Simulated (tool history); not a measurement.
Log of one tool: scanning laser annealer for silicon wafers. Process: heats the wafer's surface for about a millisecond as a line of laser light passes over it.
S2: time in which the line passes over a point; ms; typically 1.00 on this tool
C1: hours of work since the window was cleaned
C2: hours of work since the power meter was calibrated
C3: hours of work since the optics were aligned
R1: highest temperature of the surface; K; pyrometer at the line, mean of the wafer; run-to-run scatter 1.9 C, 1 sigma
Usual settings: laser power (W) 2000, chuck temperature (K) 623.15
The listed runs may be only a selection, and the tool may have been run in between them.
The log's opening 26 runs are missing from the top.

{"run": 27, "hour": 468.5, "laser power (W)": 1881, "S2": 1.07, "chuck temperature (K)": 619.15, "C1": 205, "C2": 528, "C3": 1201, "R1": 1383.15}
{"run": 28, "hour": 486.4, "laser power (W)": 2080, "S2": 1.21, "chuck temperature (K)": 644.15, "C1": 217, "C2": 540, "C3": 1213, "R1": 1565.15}
{"hour": 492.7, "done": "optics aligned, line set to its width"}
{"run": 29, "hour": 505.5, "laser power (W)": 2005, "S2": 1.0, "chuck temperature (K)": 623.15, "C1": 227, "C2": 550, "C3": 9, "R1": 1428.15}
{"run": 30, "hour": 526.3, "laser power (W)": 2005, "S2": 0.88, "chuck temperature (K)": 638.15, "C1": 241, "C2": 564, "C3": 23, "R1": 1393.15}
{"run": 31, "hour": 537.2, "laser power (W)": 2189, "S2": 1.16, "chuck temperature (K)": 588.15, "C1": 249, "C2": 571, "C3": 30, "R1": 1558.15}
{"run": 32, "hour": 556.2, "laser power (W)": 2189, "S2": 1.16, "chuck temperature (K)": 588.15, "C1": 261, "C2": 584, "C3": 43, "R1": 1558.15}
{"run": 33, "hour": 574.4, "laser power (W)": 2161, "S2": 1.0, "chuck temperature (K)": 603.15, "C1": 274, "C2": 596, "C3": 55, "R1": 1487.15}
{"run": 34, "hour": 588.1, "laser power (W)": 2119, "S2": 1.13, "chuck temperature (K)": 648.15, "C1": 283, "C2": 606, "C3": 65, "R1": 1563.15}
{"run": 35, "hour": 611.8, "laser power (W)": 2119, "S2": 1.13, "chuck temperature (K)": 648.15, "C1": 299, "C2": 622, "C3": 81, "R1": 1562.15}
{"run": 36, "hour": 631.4, "laser power (W)": 1986, "S2": 1.04, "chuck temperature (K)": 611.15, "C1": 312, "C2": 635, "C3": 94, "R1": 1417.15}
{"run": 37, "hour": 648.6, "laser power (W)": 2000, "S2": 0.71, "chuck temperature (K)": 623.15, "C1": 324, "C2": 647, "C3": 106, "R1": 1292.15}
{"run": 38, "hour": 669.2, "laser power (W)": 1764, "S2": 1.06, "chuck temperature (K)": 600.15, "C1": 338, "C2": 661, "C3": 120, "R1": 1297.15}
{"run": 39, "hour": 687.4, "laser power (W)": 2000, "S2": 1.02, "chuck temperature (K)": 616.15, "C1": 350, "C2": 673, "C3": 132, "R1": 1417.15}
{"run": 40, "hour": 702.0, "laser power (W)": 1846, "S2": 1.02, "chuck temperature (K)": 643.15, "C1": 360, "C2": 683, "C3": 142, "R1": 1367.15}

Branching from run 40: 5 alternative next runs. What would each branch give?
{"run": "A", "hour": 714.8, "laser power (W)": 1750, "S2": 1.08, "chuck temperature (K)": 623.15, "C1": 369, "C2": 691, "C3": 150, "R1": "?"}
{"run": "B", "hour": 714.8, "laser power (W)": 1710, "S2": 1.22, "chuck temperature (K)": 623.15, "C1": 369, "C2": 691, "C3": 150, "R1": "?"}
{"run": "C", "hour": 714.8, "laser power (W)": 1747, "S2": 0.77, "chuck temperature (K)": 609.15, "C1": 369, "C2": 691, "C3": 150, "R1": "?"}
{"run": "D", "hour": 714.8, "laser power (W)": 2182, "S2": 0.78, "chuck temperature (K)": 661.15, "C1": 369, "C2": 691, "C3": 150, "R1": "?"}
{"run": "E", "hour": 714.8, "laser power (W)": 1899, "S2": 0.87, "chuck temperature (K)": 643.15, "C1": 369, "C2": 691, "C3": 150, "R1": "?"}

run=A R1=1316.15
run=B R1=1335.15
run=C R1=1192.15
run=D R1=1449.15
run=E R1=1333.15
Without the tool's hidden state the same runs would have given:
run=A R1=1339.15
run=B R1=1359.15
run=C R1=1212.15
run=D R1=1476.15
run=E R1=1356.15
